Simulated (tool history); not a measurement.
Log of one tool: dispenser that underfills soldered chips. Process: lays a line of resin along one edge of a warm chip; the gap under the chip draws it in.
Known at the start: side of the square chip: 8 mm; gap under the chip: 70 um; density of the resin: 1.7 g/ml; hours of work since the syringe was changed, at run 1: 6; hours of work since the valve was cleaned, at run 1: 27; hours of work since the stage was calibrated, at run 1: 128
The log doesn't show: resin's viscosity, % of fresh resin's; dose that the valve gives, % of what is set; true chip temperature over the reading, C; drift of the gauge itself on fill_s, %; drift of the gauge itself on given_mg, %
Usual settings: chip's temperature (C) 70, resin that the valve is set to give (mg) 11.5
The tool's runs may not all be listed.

run   hour  chip's temperature (C)  resin that the valve is set to give (mg)  hours of work since the syringe was changed  hours of work since the valve was cleaned  hours of work since the stage was calibrated  time until the resin shows at the far edge (s)  resin that the valve gave (mg)
  1      0                      70                                      11.5                                            6                                         27                                           128                                            21.1                           11.36
       3.5  -- new syringe of resin
  2    3.7                      70                                      11.5                                            0                                         30                                           130                                            16.9                           11.37
  3    7.8                      70                                      10.6                                            3                                         33                                           133                                            19.3                            10.5
  4   10.2                      70                                      10.4                                            5                                         35                                           135                                            20.9                           10.28
      14.6  -- new syringe of resin
  5     15                      74                                      11.5                                            0                                         38                                           139                                            14.8                           11.34
  6   17.9                      70                                      11.5                                            2                                         41                                           141                                            18.9                           11.37
  7   21.1                      70                                      11.5                                            5                                         43                                           143                                            20.7                           11.29
  8   23.4                      84                                      11.5                                            7                                         45                                           145                                            11.6                           11.29
      25.5  -- new syringe of resin
  9     27                      84                                      11.5                                            1                                         47                                           147                                            10.3                           11.33
 10   29.7                      84                                      11.5                                            3                                         49                                           149                                            11.3                           11.29
 11     34                      84                                      11.5                                            6                                         52                                           153                                              12                            11.3
      36.7  -- new syringe of resin
 12   36.7                      84                                      11.5                                            0                                         54                                           154                                              10                           11.28
 13   39.1                      84                                      11.5                                            2                                         56                                           156                                            10.1                           11.32
 14   41.2                      84                                      11.5                                            3                                         58                                           158                                            11.2                           11.27
 15   43.2                      70                                      11.5                                            5                                         59                                           159                                            20.8                           11.25
 16   45.2                      70                                      11.5                                            6                                         61                                           161                                            21.1                            11.3
      47.6  -- new syringe of resin
 17   49.6                      82                                      11.5                                            2                                         64                                           164                                              11                            11.2
 18   52.1                      82                                      11.5                                            3                                         66                                           166                                            12.2                            11.2
 19   54.8                      74                                      11.3                                            5                                         68                                           168                                              17                           10.99
      58.5  -- new syringe of resin
 20     59                      82                                       9.9                                            0                                         71                                           171                                            11.3                            9.62
 21   63.4                      82                                       9.9                                            4                                         74                                           174                                            12.1                            9.61
 22     68                      79                                      13.9                                            7                                         77                                           177                                            15.5                           13.56
      69.5  -- new syringe of resin
 23   72.7                      79                                      12.7                                            2                                         81                                           181                                            12.9                           12.31
 24     75                      77                                      11.4                                            4                                         82                                           183                                            14.3                           11.02
 25   78.1                      77                                      11.4                                            6                                         85                                           185                                              16                           11.09
      80.5  -- new syringe of resin
 26     81                      77                                      11.4                                            0                                         87                                           187                                            13.6                           11.07
 27   85.3                      63                                      12.9                                            4                                         90                                           190                                            26.8                           12.55
 28     88                      63                                      12.9                                            6                                         92                                           192                                            28.8                           12.44
 29   90.6                      61                                      13.4                                            8                                         94                                           194                                              33                           12.94
        92  -- dispensing valve cleaned and set on the balance
      92.7  -- new syringe of resin
 30   94.6                      69                                      12.1                                            1                                          2                                           196                                              19                           12.13
 31   97.6                      58                                        10                                            4                                          4                                           198                                            33.5                              10
 32  101.8                      70                                      10.2                                            7                                          7                                           202                                            22.9                           10.17
     103.7  -- new syringe of resin
 33  105.7                      62                                        12                                            2                                         10                                           204                                            24.7                           11.96
 34  110.2                      63                                      11.7                                            5                                         13                                           208                                            26.9                           11.69
     114.7  -- new syringe of resin
 35  114.7                      84                                        14                                            0                                         16                                           211                                            10.3                           13.95

Forecast each of these 4 alternatives for the next run:
  A  119.2                      84                                        12                                            3                                         20                                           214                                               ?                               ?
  B  119.2                      69                                      10.4                                            3                                         20                                           214                                               ?                               ?
  C  119.2                      59                                      10.7                                            3                                         20                                           214                                               ?                               ?
  D  119.2                      68                                      11.5                                            3                                         20                                           214                                               ?                               ?

run  time until the resin shows at the far edge (s)  resin that the valve gave (mg)
  A                                            11.2                           11.95
  B                                            20.9                           10.33
  C                                            31.9                           10.69
  D                                              21                           11.43
Without the tool's hidden state the same runs would have given:
run  time until the resin shows at the far edge (s)  resin that the valve gave (mg)
  A                                             9.5                           12.01
  B                                            17.7                           10.39
  C                                            27.2                           10.75
  D                                            17.9                           11.49
